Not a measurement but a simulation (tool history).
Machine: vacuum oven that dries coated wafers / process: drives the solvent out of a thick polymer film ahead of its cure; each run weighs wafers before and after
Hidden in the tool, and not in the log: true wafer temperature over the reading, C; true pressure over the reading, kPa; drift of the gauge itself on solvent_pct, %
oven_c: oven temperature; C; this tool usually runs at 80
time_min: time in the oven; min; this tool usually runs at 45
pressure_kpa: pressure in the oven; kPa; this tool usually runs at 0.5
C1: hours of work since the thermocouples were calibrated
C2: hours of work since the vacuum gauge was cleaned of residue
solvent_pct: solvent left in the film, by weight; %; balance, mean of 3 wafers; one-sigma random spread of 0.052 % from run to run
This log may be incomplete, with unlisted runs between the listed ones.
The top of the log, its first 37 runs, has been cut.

{"run": 38, "hour": 366.9, "oven_c": 82, "time_min": 73, "pressure_kpa": 0.747, "C1": 360, "C2": 209, "solvent_pct": 0.9}
{"run": 39, "hour": 377.8, "oven_c": 68, "time_min": 64, "pressure_kpa": 1.531, "C1": 365, "C2": 213, "solvent_pct": 4.7}
{"run": 40, "hour": 385.2, "oven_c": 68, "time_min": 64, "pressure_kpa": 1.531, "C1": 368, "C2": 217, "solvent_pct": 4.72}
{"run": 41, "hour": 397.9, "oven_c": 68, "time_min": 64, "pressure_kpa": 1.531, "C1": 374, "C2": 222, "solvent_pct": 4.71}
{"run": 42, "hour": 404.9, "oven_c": 80, "time_min": 45, "pressure_kpa": 0.781, "C1": 377, "C2": 225, "solvent_pct": 1.85}
{"run": 43, "hour": 417.2, "oven_c": 94, "time_min": 45, "pressure_kpa": 0.736, "C1": 382, "C2": 230, "solvent_pct": 0.41}
{"run": 44, "hour": 428.8, "oven_c": 91, "time_min": 42, "pressure_kpa": 1.839, "C1": 387, "C2": 236, "solvent_pct": 1.29}
{"run": 45, "hour": 442.4, "oven_c": 91, "time_min": 42, "pressure_kpa": 1.839, "C1": 393, "C2": 241, "solvent_pct": 1.33}
{"run": 46, "hour": 457.1, "oven_c": 95, "time_min": 45, "pressure_kpa": 0.515, "C1": 399, "C2": 248, "solvent_pct": 0.34}

5 ways to go on from here, each from the tool as it stands after run 46. What would each give?
{"run": "A", "hour": 471.1, "oven_c": 86, "time_min": 45, "pressure_kpa": 1.628, "C1": 405, "C2": 254, "solvent_pct": "?"}
{"run": "B", "hour": 471.1, "oven_c": 84, "time_min": 45, "pressure_kpa": 0.358, "C1": 405, "C2": 254, "solvent_pct": "?"}
{"run": "C", "hour": 471.1, "oven_c": 95, "time_min": 45, "pressure_kpa": 0.449, "C1": 405, "C2": 254, "solvent_pct": "?"}
{"run": "D", "hour": 471.1, "oven_c": 80, "time_min": 70, "pressure_kpa": 1.454, "C1": 405, "C2": 254, "solvent_pct": "?"}
{"run": "E", "hour": 471.1, "oven_c": 95, "time_min": 76, "pressure_kpa": 0.515, "C1": 405, "C2": 254, "solvent_pct": "?"}

run=A solvent_pct=1.47
run=B solvent_pct=0.77
run=C solvent_pct=0.26
run=D solvent_pct=1.67
run=E solvent_pct=0.41
With no hidden state in the tool, these same runs would have given:
run=A solvent_pct=1.34
run=B solvent_pct=0.64
run=C solvent_pct=0.21
run=D solvent_pct=1.52
run=E solvent_pct=0.37
